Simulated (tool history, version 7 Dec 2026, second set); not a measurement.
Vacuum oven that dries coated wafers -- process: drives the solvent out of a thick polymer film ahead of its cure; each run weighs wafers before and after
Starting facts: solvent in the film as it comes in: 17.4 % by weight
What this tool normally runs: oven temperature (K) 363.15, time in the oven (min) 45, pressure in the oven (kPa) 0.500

Run 1, hour 0.0: usual settings. Result: solvent left in the film (%) 1.963.
Run 2, hour 89.1: usual settings. Result: solvent left in the film (%) 1.964.
Run 3, hour 145.0: usual settings but time in the oven (min) 34. Result: solvent left in the film (%) 3.096.
Run 4, hour 239.1: usual settings but time in the oven (min) 34. Result: solvent left in the film (%) 3.084.
Run 5, hour 329.1: usual settings but time in the oven (min) 34. Result: solvent left in the film (%) 3.082.
Run 6, hour 412.8: usual settings but time in the oven (min) 34. Result: solvent left in the film (%) 3.104.
Run 7, hour 483.2: usual settings but oven temperature (K) 359.15, time in the oven (min) 65, pressure in the oven (kPa) 0.475. Result: solvent left in the film (%) 1.510.
Run 8, hour 544.0: usual settings but time in the oven (min) 75. Result: solvent left in the film (%) 0.710.
Run 9, hour 599.0: usual settings but time in the oven (min) 75. Result: solvent left in the film (%) 0.728.
Run 10, hour 679.0: usual settings but oven temperature (K) 352.15. Result: solvent left in the film (%) 4.608.
At hour 705.3: oven's thermocouples calibrated.
Run 11, hour 750.7: usual settings but oven temperature (K) 352.15. Result: solvent left in the film (%) 4.649.

For some of the steps in solvent left in the film (%) from one run to the next: how much would appear even if the tool had no hidden state, given the settings, what came in and random variation, and how much remains for the hidden state plus any gauge scatter that the measured result and the result without hidden state don't share?
Hidden state present: true wafer temperature over the reading, C; true pressure over the reading, kPa; drift of the gauge itself on solvent_pct, %.
Run 9 -> 10: oven temperature (K) 363.15 -> 352.15, time in the oven (min) 75 -> 45. solvent left in the film (%) +3.880: hidden state -0.012, all else +3.892.
Run 10 -> 11: oven's thermocouples calibrated. solvent left in the film (%) +0.041: hidden state +0.022, all else +0.019.
